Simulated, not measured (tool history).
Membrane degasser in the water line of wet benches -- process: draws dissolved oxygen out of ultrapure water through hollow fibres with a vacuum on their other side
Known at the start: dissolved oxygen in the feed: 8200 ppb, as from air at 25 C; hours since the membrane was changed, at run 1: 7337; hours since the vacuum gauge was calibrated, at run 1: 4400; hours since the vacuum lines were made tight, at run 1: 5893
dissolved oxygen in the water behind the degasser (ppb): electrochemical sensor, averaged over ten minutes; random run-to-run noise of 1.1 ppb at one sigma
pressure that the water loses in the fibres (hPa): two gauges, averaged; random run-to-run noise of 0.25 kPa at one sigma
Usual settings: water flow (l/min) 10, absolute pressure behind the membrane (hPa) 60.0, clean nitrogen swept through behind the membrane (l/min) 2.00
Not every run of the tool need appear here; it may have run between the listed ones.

run,day,water flow (l/min),absolute pressure behind the membrane (hPa),clean nitrogen swept through behind the membrane (l/min),hours since the membrane was changed,hours since the vacuum gauge was calibrated,hours since the vacuum lines were made tight,dissolved oxygen in the water behind the degasser (ppb),pressure that the water loses in the fibres (hPa)
1,0.000,10,60.0,2.00,7337,4400,5893,109.3,668.2
2,7.850,10,60.0,2.00,7525,4589,6081,109.5,660.4
# day 12.871: vacuum gauge calibrated
3,13.479,10,60.0,2.00,7660,15,6216,109.8,664.0
4,21.442,10,60.0,2.00,7851,206,6407,109.4,660.6
5,28.933,10,98.5,2.00,8031,385,6587,156.6,655.9
6,36.142,10,60.0,2.00,8204,559,6760,110.9,660.3
7,43.371,15,60.0,2.00,8377,732,6933,224.6,989.5
8,50.317,15,60.0,2.00,8544,899,7100,224.1,976.0
9,55.171,15,60.0,2.00,8660,1015,7216,226.1,982.9
10,58.817,15,60.0,2.00,8748,1103,7304,225.6,982.1
11,67.362,10,60.0,2.00,8953,1308,7509,108.4,656.2
12,75.408,10,54.8,2.00,9146,1501,7702,104.7,650.5
13,80.025,10,86.3,2.00,9257,1612,7813,143.9,653.0
14,88.079,10,109.8,4.09,9450,1805,8006,122.8,650.1
# day 90.492: gauge calibrated
15,93.279,15,60.0,2.00,9575,1930,8131,228.4,994.3
16,101.929,7,37.4,2.75,9783,2137,8338,36.0,462.3
17,106.883,16,75.6,0.88,9901,2256,8457,364.3,1050.8
18,115.712,7,110.6,2.00,10113,2468,8669,100.9,461.6
19,121.954,7,86.1,2.00,10263,2618,8819,78.4,459.6
20,126.542,9,64.5,1.52,10373,2728,8929,106.2,590.3
21,134.142,7,133.9,2.95,10556,2910,9112,92.2,459.9
22,141.983,7,133.9,2.95,10744,3099,9300,92.3,459.4
23,146.725,10,60.0,0.85,10858,3212,9414,150.5,656.0
24,152.696,10,60.6,0.85,11001,3356,9557,155.0,652.1
25,158.658,8,60.0,2.00,11144,3499,9700,72.9,523.4

Alternative continuations, all from the tool just after run 25; predict every row:
A,163.583,10,47.7,2.00,11262,3617,9818,?,?
B,163.583,7,60.0,4.09,11262,3617,9818,?,?
C,163.583,11,60.0,1.21,11262,3617,9818,?,?
D,163.583,6,60.0,2.00,11262,3617,9818,?,?

run,dissolved oxygen in the water behind the degasser (ppb),pressure that the water loses in the fibres (hPa)
A,96.7,650.0
B,43.6,455.1
C,153.6,717.4
D,41.3,392.9
Without the tool's unlogged condition, the same runs would have read:
run,dissolved oxygen in the water behind the degasser (ppb),pressure that the water loses in the fibres (hPa)
A,96.3,659.8
B,43.4,462.0
C,153.1,728.2
D,41.1,398.8
